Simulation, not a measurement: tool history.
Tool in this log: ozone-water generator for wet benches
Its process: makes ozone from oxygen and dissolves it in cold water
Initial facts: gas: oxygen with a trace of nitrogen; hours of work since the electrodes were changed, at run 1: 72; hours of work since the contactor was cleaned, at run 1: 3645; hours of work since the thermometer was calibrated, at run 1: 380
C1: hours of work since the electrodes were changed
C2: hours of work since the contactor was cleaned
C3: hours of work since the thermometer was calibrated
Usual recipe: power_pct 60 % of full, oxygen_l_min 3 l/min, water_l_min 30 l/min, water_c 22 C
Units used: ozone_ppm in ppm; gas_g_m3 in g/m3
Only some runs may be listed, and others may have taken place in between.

run 1 day=0 | power_pct=60 oxygen_l_min=3 water_l_min=30 water_c=22 | C1=72 C2=3645 C3=380 | ozone_ppm=7.7 gas_g_m3=126.9
run 2 day=0.875 | power_pct=60 oxygen_l_min=3 water_l_min=30 water_c=22 | C1=92 C2=3666 C3=400 | ozone_ppm=7.7 gas_g_m3=126.1
run 3 day=2.071 | power_pct=60 oxygen_l_min=3 water_l_min=30 water_c=22 | C1=120 C2=3693 C3=428 | ozone_ppm=7.8 gas_g_m3=126.6
run 4 day=2.771 | power_pct=60 oxygen_l_min=3 water_l_min=30 water_c=22 | C1=136 C2=3709 C3=444 | ozone_ppm=7.9 gas_g_m3=126.4
-- day=3.017 contactor cleaned
run 5 day=4.3 | power_pct=60 oxygen_l_min=3 water_l_min=30 water_c=22 | C1=168 C2=30 C3=475 | ozone_ppm=7.7 gas_g_m3=128.2
run 6 day=5.617 | power_pct=60 oxygen_l_min=3 water_l_min=30 water_c=22 | C1=198 C2=60 C3=506 | ozone_ppm=7.5 gas_g_m3=126.7
run 7 day=6.417 | power_pct=60 oxygen_l_min=3 water_l_min=30 water_c=15 | C1=216 C2=79 C3=524 | ozone_ppm=8 gas_g_m3=126.3
run 8 day=7.008 | power_pct=60 oxygen_l_min=3 water_l_min=30 water_c=15 | C1=230 C2=92 C3=538 | ozone_ppm=8.2 gas_g_m3=126.4
run 9 day=8.146 | power_pct=60 oxygen_l_min=2.76 water_l_min=28 water_c=15 | C1=256 C2=118 C3=564 | ozone_ppm=8.8 gas_g_m3=130.2
run 10 day=9.529 | power_pct=89 oxygen_l_min=2.27 water_l_min=25 water_c=22 | C1=288 C2=150 C3=596 | ozone_ppm=10.8 gas_g_m3=181.4
run 11 day=10.775 | power_pct=60 oxygen_l_min=2.21 water_l_min=30 water_c=16 | C1=317 C2=179 C3=625 | ozone_ppm=7.2 gas_g_m3=141
-- day=11.146 contactor cleaned, once more
run 12 day=12.2 | power_pct=60 oxygen_l_min=2.21 water_l_min=30 water_c=16 | C1=346 C2=24 C3=654 | ozone_ppm=7.4 gas_g_m3=141.9
run 13 day=13.258 | power_pct=60 oxygen_l_min=2.04 water_l_min=46 water_c=27 | C1=371 C2=49 C3=678 | ozone_ppm=4.2 gas_g_m3=146.5
run 14 day=13.842 | power_pct=60 oxygen_l_min=2.04 water_l_min=33 water_c=14 | C1=384 C2=62 C3=692 | ozone_ppm=6.4 gas_g_m3=146.5
run 15 day=15.188 | power_pct=60 oxygen_l_min=2.04 water_l_min=33 water_c=14 | C1=415 C2=93 C3=723 | ozone_ppm=6.4 gas_g_m3=146.1

Difference, measured minus no-hidden-state, one row per run. Run-to-run variation is common to both terms; the gauge's own scatter need not be:
The tool's hidden condition here consists of: yield of the discharge, % of new electrodes'; contactor's efficiency, % of a clean one's; true water temperature over the reading, C; drift of the gauge itself on ozone_ppm, %; drift of the gauge itself on gas_g_m3, %.
run=1 ozone_ppm=-0.3 gas_g_m3=-0.5
run=2 ozone_ppm=-0.3 gas_g_m3=-0.5
run=3 ozone_ppm=-0.3 gas_g_m3=-0.6
run=4 ozone_ppm=-0.2 gas_g_m3=-0.6
run=5 ozone_ppm=-0.4 gas_g_m3=-0.7
run=6 ozone_ppm=-0.4 gas_g_m3=-0.7
run=7 ozone_ppm=-0.4 gas_g_m3=-0.8
run=8 ozone_ppm=-0.4 gas_g_m3=-0.8
run=9 ozone_ppm=-0.4 gas_g_m3=-0.9
run=10 ozone_ppm=-0.5 gas_g_m3=-1.7
run=11 ozone_ppm=-0.3 gas_g_m3=-1.1
run=12 ozone_ppm=+0 gas_g_m3=-1.2
run=13 ozone_ppm=+0 gas_g_m3=-1.3
run=14 ozone_ppm=+0 gas_g_m3=-1.3
run=15 ozone_ppm=-0.1 gas_g_m3=-1.4
